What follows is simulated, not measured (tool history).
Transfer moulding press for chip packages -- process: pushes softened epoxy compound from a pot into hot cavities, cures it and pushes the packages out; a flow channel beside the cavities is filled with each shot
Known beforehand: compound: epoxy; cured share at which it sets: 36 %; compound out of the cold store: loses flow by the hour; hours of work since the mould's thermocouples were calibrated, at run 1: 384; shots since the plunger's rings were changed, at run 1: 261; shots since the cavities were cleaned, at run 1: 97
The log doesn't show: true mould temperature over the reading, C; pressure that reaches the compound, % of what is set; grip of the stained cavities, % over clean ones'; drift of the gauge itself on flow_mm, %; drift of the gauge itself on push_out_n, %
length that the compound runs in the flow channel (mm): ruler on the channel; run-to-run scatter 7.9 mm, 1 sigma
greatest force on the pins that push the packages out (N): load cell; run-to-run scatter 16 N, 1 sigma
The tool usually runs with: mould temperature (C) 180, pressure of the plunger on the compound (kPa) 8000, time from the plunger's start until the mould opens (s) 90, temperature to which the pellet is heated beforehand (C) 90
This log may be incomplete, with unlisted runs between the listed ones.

| run | day | mould temperature (C) | pressure of the plunger on the compound (kPa) | time from the plunger's start until the mould opens (s) | temperature to which the pellet is heated beforehand (C) | hours of work since the mould's thermocouples were calibrated | shots since the plunger's rings were changed | shots since the cavities were cleaned | incoming compound's hours out of the cold store | length that the compound runs in the flow channel (mm) | greatest force on the pins that push the packages out (N) |
|---|---|---|---|---|---|---|---|---|---|---|---|
| 1 | 0 | 180 | 8000 | 90 | 90 | 384 | 261 | 97 | 21.8 | 927 | 816 |
| 2 | 0.762 | 180 | 8000 | 90 | 90 | 394 | 467 | 303 | 12.8 | 961 | 1032 |
|  | 2.15 | cavities cleaned with cleaning compound and waxed |
| 3 | 2.15 | 180 | 8000 | 90 | 90 | 412 | 824 | 0 | 13.1 | 975 | 750 |
| 4 | 3.254 | 180 | 8000 | 90 | 90 | 426 | 1122 | 298 | 31.9 | 880 | 989 |
| 5 | 3.938 | 180 | 8000 | 90 | 97 | 435 | 1307 | 483 | 20.6 | 935 | 1129 |
|  | 4.642 | cavities cleaned with cleaning compound and waxed |
| 6 | 5.138 | 180 | 8000 | 90 | 97 | 450 | 1613 | 134 | 32 | 881 | 817 |
| 7 | 5.833 | 180 | 8000 | 90 | 97 | 460 | 1801 | 322 | 24.6 | 897 | 1013 |
| 8 | 7.05 | 180 | 8000 | 90 | 97 | 476 | 2129 | 650 | 28.7 | 882 | 1171 |
|  | 7.242 | cavities cleaned with cleaning compound and waxed |
| 9 | 8.4 | 180 | 8000 | 90 | 97 | 493 | 2476 | 312 | 25.3 | 882 | 1007 |
| 10 | 9.042 | 180 | 8000 | 90 | 94 | 501 | 2650 | 486 | 38.2 | 844 | 1034 |
|  | 9.767 | cavities cleaned with cleaning compound and waxed |
| 11 | 9.871 | 180 | 8000 | 102 | 90 | 511 | 2856 | 27 | 13.2 | 937 | 597 |
| 12 | 10.733 | 180 | 8000 | 90 | 82 | 523 | 3089 | 260 | 40.1 | 837 | 981 |
| 13 | 11.425 | 180 | 8000 | 90 | 82 | 532 | 3276 | 447 | 13 | 925 | 1197 |
|  | 12.292 | cavities cleaned with cleaning compound and waxed |
| 14 | 12.588 | 180 | 8000 | 90 | 90 | 547 | 3572 | 79 | 12.3 | 935 | 833 |
| 15 | 13.792 | 180 | 8000 | 83 | 90 | 563 | 3898 | 405 | 25.2 | 873 | 1250 |
|  | 14.821 | cavities cleaned with cleaning compound and waxed |
| 16 | 14.821 | 177 | 6670 | 98 | 88 | 575 | 4159 | 0 | 10.4 | 867 | 736 |
| 17 | 15.746 | 176 | 8000 | 99 | 98 | 588 | 4408 | 249 | 25.1 | 882 | 997 |
|  | 16.15 | plunger's sealing rings changed |
| 18 | 16.621 | 181 | 8000 | 99 | 81 | 598 | 127 | 457 | 24.3 | 938 | 851 |
|  | 17.521 | cavities cleaned with cleaning compound and waxed |
| 19 | 17.775 | 174 | 8000 | 119 | 90 | 612 | 421 | 69 | 14.1 | 983 | 667 |
| 20 | 18.821 | 180 | 8000 | 76 | 90 | 626 | 704 | 352 | 12.6 | 964 | 1704 |
|  | 20.033 | cavities cleaned with cleaning compound and waxed |
| 21 | 20.146 | 180 | 8000 | 76 | 90 | 643 | 1045 | 32 | 11.3 | 964 | 1244 |
| 22 | 21.45 | 180 | 8000 | 76 | 90 | 660 | 1396 | 383 | 39 | 873 | 1531 |
|  | 22.562 | cavities cleaned with cleaning compound and waxed |
| 23 | 22.929 | 179 | 8000 | 90 | 90 | 679 | 1778 | 99 | 25 | 920 | 881 |
| 24 | 23.629 | 181 | 6920 | 81 | 82 | 688 | 1967 | 288 | 38 | 793 | 1182 |
| 25 | 24.433 | 181 | 6920 | 81 | 82 | 699 | 2184 | 505 | 20.1 | 864 | 1384 |
|  | 25.067 | cavities cleaned with cleaning compound and waxed |
| 26 | 25.967 | 181 | 6920 | 81 | 82 | 718 | 2580 | 242 | 32.8 | 805 | 1174 |
| 27 | 27.208 | 181 | 6920 | 81 | 82 | 735 | 2916 | 578 | 37.7 | 790 | 1356 |
|  | 27.596 | cavities cleaned with cleaning compound and waxed |
| 28 | 27.942 | 179 | 6920 | 81 | 96 | 744 | 3097 | 94 | 42.1 | 778 | 997 |

Consider 3 possible next runs. They are alternatives, not a sequence: every one starts from the tool as it was left by run 28. What does each give?
|  | 28.454 | mould's thermocouples calibrated |
| A | 29.45 | 180 | 6920 | 71 | 90 | 13 | 3481 | 478 | 31 | ? | ? |
|  | 28.454 | mould's thermocouples calibrated |
| B | 29.45 | 180 | 8140 | 90 | 97 | 13 | 3481 | 478 | 35.9 | ? | ? |
|  | 28.454 | mould's thermocouples calibrated |
| C | 29.45 | 173 | 6920 | 81 | 96 | 13 | 3481 | 478 | 22.8 | ? | ? |

| run | length that the compound runs in the flow channel (mm) | greatest force on the pins that push the packages out (N) |
|---|---|---|
| A | 798 | 1989 |
| B | 845 | 1132 |
| C | 865 | 2545 |
With the hidden condition removed and each run's random variation left untouched, the same runs would have given:
| run | length that the compound runs in the flow channel (mm) | greatest force on the pins that push the packages out (N) |
|---|---|---|
| A | 840 | 1232 |
| B | 889 | 702 |
| C | 910 | 1579 |
